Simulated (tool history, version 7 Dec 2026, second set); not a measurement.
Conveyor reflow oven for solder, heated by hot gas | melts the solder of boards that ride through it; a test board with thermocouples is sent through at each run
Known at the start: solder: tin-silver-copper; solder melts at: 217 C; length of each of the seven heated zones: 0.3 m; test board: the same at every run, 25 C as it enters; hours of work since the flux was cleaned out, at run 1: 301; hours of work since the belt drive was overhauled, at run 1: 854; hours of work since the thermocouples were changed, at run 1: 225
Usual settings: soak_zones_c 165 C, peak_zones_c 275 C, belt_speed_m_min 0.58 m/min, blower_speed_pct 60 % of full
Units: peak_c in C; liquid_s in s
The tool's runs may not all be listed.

run,hour,soak_zones_c,peak_zones_c,belt_speed_m_min,blower_speed_pct,hours of work since the flux was cleaned out,hours of work since the belt drive was overhauled,hours of work since the thermocouples were changed,peak_c,liquid_s
1,0,165,275,0.58,60,301,854,225,255,45.7
# hour 12.2: flux residue cleaned out of gas plates and filters
2,81.7,165,275,0.58,60,49,908,280,256.8,46.8
3,148.3,165,275,0.58,60,96,955,327,256.9,46.8
4,209.2,165,275,0.58,60,139,999,370,256.7,47
5,258.3,165,275,0.58,60,174,1033,405,256.6,46.7
6,338.5,165,275,0.58,60,231,1090,462,256.2,46.5
# hour 395.1: belt drive overhauled, speed set with a stopwatch
7,395.2,165,275,0.656,60,268,0,499,251.5,38.2
# hour 452.7: flux residue cleaned out of gas plates and filters
8,486.6,165,275,0.656,60,24,61,560,253,39.1
9,538.6,165,275,0.58,55,61,98,597,256.6,46.9
10,588.2,165,275,0.58,55,96,133,632,256.3,46.6
11,624.5,165,275,0.58,55,122,159,658,255.8,46.6
12,687.5,165,275,0.66,60,166,203,702,252.4,38.2
13,765.8,165,281,0.58,60,222,259,758,262.4,50.1
14,825.1,165,275,0.58,60,264,301,800,257.1,47.6
# hour 858: thermocouples of zones 6 and 7 changed
15,878.6,165,275,0.58,60,300,337,15,255.3,46.4
# hour 894.5: flux residue cleaned out of gas plates and filters
# hour 905.2: belt drive overhauled, speed set with a stopwatch, once more
16,923.1,165,275,0.58,60,17,13,40,256.6,46
17,1004.6,166,282,0.612,80,75,70,97,264.6,48
18,1084.7,165,278,0.646,83,132,127,154,259.7,42.8
19,1119.8,167,286,0.627,60,157,152,179,262.7,45.7
20,1192.9,167,286,0.627,60,208,204,231,262.4,45.6
21,1271.9,167,286,0.627,60,264,260,287,262.1,45.7
22,1309.2,167,275,0.627,65,291,286,313,253.8,41.9
# hour 1340.5: flux residue cleaned out of gas plates and filters
23,1349.8,170,278,0.543,53,7,311,338,261.2,54
24,1418.5,151,275,0.655,68,55,360,387,251.8,35.5
25,1459.1,162,275,0.58,69,84,389,416,258.8,47.1
26,1520.3,165,275,0.599,89,127,432,459,261.5,48
27,1591.8,160,275,0.471,71,178,483,510,265.7,62.5
28,1667.9,160,275,0.471,71,232,537,564,265.1,62.4
29,1734,177,288,0.521,51,279,583,610,272,62.9
# hour 1777.6: flux residue cleaned out of gas plates and filters
30,1820.9,177,288,0.521,51,31,641,668,273.3,63.6
31,1863.7,177,288,0.492,76,61,672,699,279.5,70

3 ways to go on from here, each from the tool as it stands after run 31. What would each give?
A,1925.5,167,275,0.525,51,105,715,742,?,?
B,1925.5,177,265,0.619,76,105,715,742,?,?
C,1925.5,158,288,0.492,76,105,715,742,?,?

run,peak_c,liquid_s
A,259.5,54.2
B,252.1,44.9
C,277.9,64.5
Without the tool's hidden state the same runs would have given:
run,peak_c,liquid_s
A,257.8,52.8
B,250.6,43.7
C,276.2,63.2

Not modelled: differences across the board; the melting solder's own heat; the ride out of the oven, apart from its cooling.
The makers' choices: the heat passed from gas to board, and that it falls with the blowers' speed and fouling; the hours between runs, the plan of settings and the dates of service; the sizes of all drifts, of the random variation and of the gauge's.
